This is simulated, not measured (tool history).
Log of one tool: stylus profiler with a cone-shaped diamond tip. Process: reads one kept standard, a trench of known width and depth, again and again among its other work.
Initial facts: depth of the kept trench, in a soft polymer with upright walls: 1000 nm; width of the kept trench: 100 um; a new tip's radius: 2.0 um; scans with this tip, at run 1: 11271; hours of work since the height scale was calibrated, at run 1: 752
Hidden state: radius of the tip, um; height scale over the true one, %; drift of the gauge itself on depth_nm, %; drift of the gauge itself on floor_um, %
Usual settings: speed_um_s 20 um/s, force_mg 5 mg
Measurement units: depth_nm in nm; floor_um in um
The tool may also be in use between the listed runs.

| run | hour | speed_um_s | force_mg | scans with this tip | hours of work since the height scale was calibrated | depth_nm | floor_um |
|---|---|---|---|---|---|---|---|
| 1 | 0 | 20 | 5 | 11271 | 752 | 1024.26 | 96.41 |
| 2 | 48.4 | 20 | 5 | 11842 | 790 | 1024.37 | 96.43 |
| 3 | 109.3 | 20 | 5 | 12560 | 838 | 1024.45 | 96.45 |
| 4 | 205.1 | 69 | 5 | 13689 | 913 | 1024.37 | 96.21 |
| 5 | 260.4 | 20 | 5 | 14341 | 957 | 1024.51 | 96.42 |
| 6 | 318.9 | 20 | 5 | 15031 | 1003 | 1024.54 | 96.47 |
| 7 | 401.1 | 20 | 5 | 15999 | 1068 | 1024.32 | 96.44 |
| 8 | 454.9 | 20 | 5 | 16633 | 1110 | 1024.23 | 96.39 |
| 9 | 554 | 20 | 5 | 17802 | 1188 | 1024.37 | 96.42 |
| 10 | 608.2 | 20 | 5 | 18441 | 1230 | 1024.43 | 96.42 |
| 11 | 692.9 | 20 | 5 | 19439 | 1297 | 1024.24 | 96.44 |
| 12 | 733 | 20 | 5 | 19911 | 1329 | 1023.97 | 96.41 |
| 13 | 804.5 | 20 | 14.96 | 20755 | 1385 | 1050.57 | 96.44 |
| 14 | 884.4 | 20 | 14.96 | 21697 | 1448 | 1050.84 | 96.51 |
| 15 | 935.1 | 20 | 5 | 22294 | 1487 | 1024.3 | 96.4 |
|  | 961 | height scale calibrated on a step standard |
| 16 | 1002.5 | 20 | 5 | 23083 | 33 | 1024.49 | 96.47 |
| 17 | 1080.7 | 20 | 5 | 24005 | 94 | 1024.31 | 96.41 |
| 18 | 1171.2 | 20 | 1.67 | 25072 | 165 | 1011.69 | 96.37 |
| 19 | 1232 | 20 | 1.67 | 25788 | 213 | 1011.59 | 96.35 |
| 20 | 1329.7 | 20 | 1.67 | 26940 | 290 | 1011.47 | 96.35 |
| 21 | 1421.5 | 20 | 5 | 28022 | 362 | 1024.21 | 96.45 |
| 22 | 1507.6 | 12 | 5 | 29037 | 430 | 1024.37 | 96.41 |
| 23 | 1548.5 | 12 | 5 | 29520 | 462 | 1024.46 | 96.47 |
| 24 | 1628.4 | 14 | 5.77 | 30461 | 525 | 1026.73 | 96.47 |
| 25 | 1700.2 | 14 | 5.77 | 31308 | 581 | 1027.08 | 96.45 |
|  | 1720.6 | new tip fitted, height scale calibrated |
| 26 | 1791.8 | 14 | 5.77 | 840 | 56 | 1026.52 | 96.49 |
| 27 | 1848.7 | 14 | 4.39 | 1510 | 101 | 1022.34 | 96.45 |
| 28 | 1922.5 | 26 | 6.08 | 2380 | 159 | 1027.91 | 96.45 |
| 29 | 1999.6 | 29 | 14.32 | 3289 | 219 | 1049.25 | 96.47 |
| 30 | 2083.6 | 72 | 4.63 | 4279 | 285 | 1022.85 | 96.13 |
| 31 | 2173.1 | 64 | 2.92 | 5334 | 356 | 1016.81 | 96.16 |
| 32 | 2241.8 | 22 | 14.76 | 6145 | 410 | 1050.34 | 96.49 |
| 33 | 2317.5 | 17 | 4.76 | 7037 | 469 | 1023.77 | 96.43 |
| 34 | 2375.6 | 5 | 2.29 | 7721 | 515 | 1014.38 | 96.5 |
| 35 | 2448 | 18 | 4.78 | 8575 | 572 | 1023.52 | 96.43 |
| 36 | 2524.8 | 18 | 4.78 | 9481 | 633 | 1023.53 | 96.44 |
| 37 | 2578.5 | 18 | 4.78 | 10114 | 675 | 1023.26 | 96.38 |
| 38 | 2656.8 | 18 | 2.8 | 11036 | 736 | 1016.31 | 96.46 |
| 39 | 2730 | 18 | 2.8 | 11899 | 794 | 1016.09 | 96.4 |
| 40 | 2781.1 | 18 | 2.8 | 12501 | 834 | 1016.31 | 96.39 |
| 41 | 2833.4 | 15 | 3.65 | 13118 | 875 | 1019.93 | 96.41 |
| 42 | 2883.4 | 15 | 3.65 | 13707 | 915 | 1019.79 | 96.42 |
| 43 | 2973.1 | 55 | 1.98 | 14765 | 985 | 1013 | 96.14 |
| 44 | 3067.8 | 9 | 5 | 15882 | 1060 | 1023.86 | 96.49 |
| 45 | 3122.9 | 9 | 5 | 16531 | 1103 | 1024.6 | 96.56 |
| 46 | 3171.6 | 35 | 9.81 | 17104 | 1141 | 1038.5 | 96.4 |

Measured result minus the same run's result without the hidden state. Both carry the same run-to-run variation, though not necessarily the same gauge scatter:
| run | floor_um |
|---|---|
| 1 | -0.01 |
| 2 | -0.01 |
| 3 | -0.01 |
| 4 | -0.01 |
| 5 | -0.01 |
| 6 | -0.01 |
| 7 | -0.02 |
| 8 | -0.01 |
| 9 | -0.01 |
| 10 | -0.02 |
| 11 | -0.02 |
| 12 | -0.01 |
| 13 | -0.01 |
| 14 | -0.02 |
| 15 | -0.02 |
| 16 | -0.02 |
| 17 | -0.02 |
| 18 | -0.02 |
| 19 | -0.02 |
| 20 | -0.02 |
| 21 | -0.02 |
| 22 | -0.02 |
| 23 | -0.03 |
| 24 | -0.03 |
| 25 | -0.03 |
| 26 | +0 |
| 27 | +0 |
| 28 | +0 |
| 29 | +0 |
| 30 | +0 |
| 31 | -0.01 |
| 32 | -0.01 |
| 33 | -0.01 |
| 34 | -0.01 |
| 35 | +0 |
| 36 | -0.01 |
| 37 | -0.01 |
| 38 | -0.01 |
| 39 | -0.01 |
| 40 | -0.01 |
| 41 | -0.02 |
| 42 | -0.01 |
| 43 | -0.01 |
| 44 | -0.02 |
| 45 | -0.01 |
| 46 | -0.01 |
depth_nm: within 0.04 nm of the measured result in every run.

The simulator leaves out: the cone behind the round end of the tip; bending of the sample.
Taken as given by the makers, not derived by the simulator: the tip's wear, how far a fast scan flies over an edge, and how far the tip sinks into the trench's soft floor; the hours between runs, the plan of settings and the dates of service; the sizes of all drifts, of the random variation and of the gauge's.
